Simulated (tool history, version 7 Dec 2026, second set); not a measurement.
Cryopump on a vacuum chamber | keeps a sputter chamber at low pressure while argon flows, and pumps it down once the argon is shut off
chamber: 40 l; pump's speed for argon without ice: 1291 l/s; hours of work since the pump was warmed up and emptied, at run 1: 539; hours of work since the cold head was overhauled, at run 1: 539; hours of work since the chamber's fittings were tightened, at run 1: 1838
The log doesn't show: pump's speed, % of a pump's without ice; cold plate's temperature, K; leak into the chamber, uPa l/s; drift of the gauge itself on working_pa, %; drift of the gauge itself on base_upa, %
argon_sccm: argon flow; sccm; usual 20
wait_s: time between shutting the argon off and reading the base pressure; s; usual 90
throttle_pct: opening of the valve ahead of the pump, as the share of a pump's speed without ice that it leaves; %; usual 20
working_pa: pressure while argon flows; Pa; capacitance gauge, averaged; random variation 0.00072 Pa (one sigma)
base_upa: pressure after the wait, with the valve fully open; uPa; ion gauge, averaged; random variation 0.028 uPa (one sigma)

run    hour  argon_sccm  wait_s  throttle_pct  hours of work since the pump was warmed up and emptied  hours of work since the cold head was overhauled  hours of work since the chamber's fittings were tightened  working_pa  base_upa
  1     0.0          20      90            20                                                     539                                               539                                                       1838      0.1356      3.40
  2    71.5          20      90            20                                                     570                                               570                                                       1869      0.1343      3.50
  3   141.5          20      90            20                                                     601                                               601                                                       1900      0.1357      3.41
  4   178.0          20      90            20                                                     617                                               617                                                       1916      0.1343      3.55
  5   227.0          20      90            20                                                     638                                               638                                                       1937      0.1348      3.47
  6   265.2          20      90            20                                                     655                                               655                                                       1954      0.1345      3.60
  7   334.1          20      90            20                                                     685                                               685                                                       1984      0.1360      3.56
  8   370.0          20      90            20                                                     700                                               700                                                       1999      0.1364      3.67
  9   402.9          20     241            20                                                     715                                               715                                                       2014      0.1336      3.02
 10   462.7          19      90            20                                                     741                                               741                                                       2040      0.1289      3.67
 11   522.3          19      90            20                                                     767                                               767                                                       2066      0.1284      3.78
 12   585.8          32      90            20                                                     794                                               794                                                       2093      0.2169      3.84
 13   642.6          20      90            21                                                     819                                               819                                                       2118      0.1300      3.83
 14   674.1          20      90            21                                                     833                                               833                                                       2132      0.1304      3.85
 15   733.6          20      90            20                                                     859                                               859                                                       2158      0.1367      3.82
 16   786.2          20      90            20                                                     882                                               882                                                       2181      0.1355      3.98
 17   816.1          20      90            20                                                     895                                               895                                                       2194      0.1373      3.95
 18   852.0          20     229            23                                                     910                                               910                                                       2209      0.1219      3.49
 19   918.5          20     229            23                                                     939                                               939                                                       2238      0.1203      3.50
 20   950.1          20      27            20                                                     953                                               953                                                       2252      0.1380      6.48
 21  1020.2          22      90            20                                                     984                                               984                                                       2283      0.1510      4.21
 22  1059.0          10      90            20                                                    1001                                              1001                                                       2300      0.0693      4.21
 23  1122.2          10      90            20                                                    1028                                              1028                                                       2327      0.0687      4.26
 24  1151.7          18     190            32                                                    1041                                              1041                                                       2340      0.0802      3.60
 25  1189.7          24     190            45                                                    1058                                              1058                                                       2357      0.0777      3.71
 26  1226.7          26     129            31                                                    1074                                              1074                                                       2373      0.1193      4.02
 27  1258.6          26     129            31                                                    1088                                              1088                                                       2387      0.1188      4.12
 28  1310.6          18      90            50                                                    1110                                              1110                                                       2409      0.0536      4.40
 29  1370.2          21      35            18                                                    1136                                              1136                                                       2435      0.1606      6.21
 30  1431.5          21      35            18                                                    1163                                              1163                                                       2462      0.1607      6.46
 31  1488.7          38      54            23                                                    1188                                              1188                                                       2487      0.2305      5.43
     1503.7  -- pump warmed up, emptied and cooled again
 32  1565.6          19      88            35                                                      27                                              1219                                                       2518      0.0712      3.83
 33  1595.4          19      88            35                                                      40                                              1232                                                       2531      0.0712      3.92
 34  1655.7          19      88            35                                                      66                                              1259                                                       2558      0.0722      3.87

The same runs without the tool's hidden state, with the same run-to-run variation:
run  working_pa  base_upa
  1      0.1323      1.30
  2      0.1307      1.36
  3      0.1320      1.28
  4      0.1305      1.32
  5      0.1309      1.29
  6      0.1305      1.33
  7      0.1318      1.27
  8      0.1321      1.31
  9      0.1292      0.63
 10      0.1246      1.28
 11      0.1239      1.32
 12      0.2089      1.30
 13      0.1249      1.31
 14      0.1251      1.29
 15      0.1313      1.26
 16      0.1300      1.32
 17      0.1317      1.29
 18      0.1161      0.68
 19      0.1144      0.66
 20      0.1319      3.74
 21      0.1441      1.33
 22      0.0660      1.32
 23      0.0653      1.31
 24      0.0741      0.70
 25      0.0694      0.74
 26      0.1101      0.98
 27      0.1096      1.02
 28      0.0470      1.32
 29      0.1527      3.04
 30      0.1526      3.13
 31      0.2154      2.10
 32      0.0705      1.33
 33      0.0705      1.32
 34      0.0714      1.31
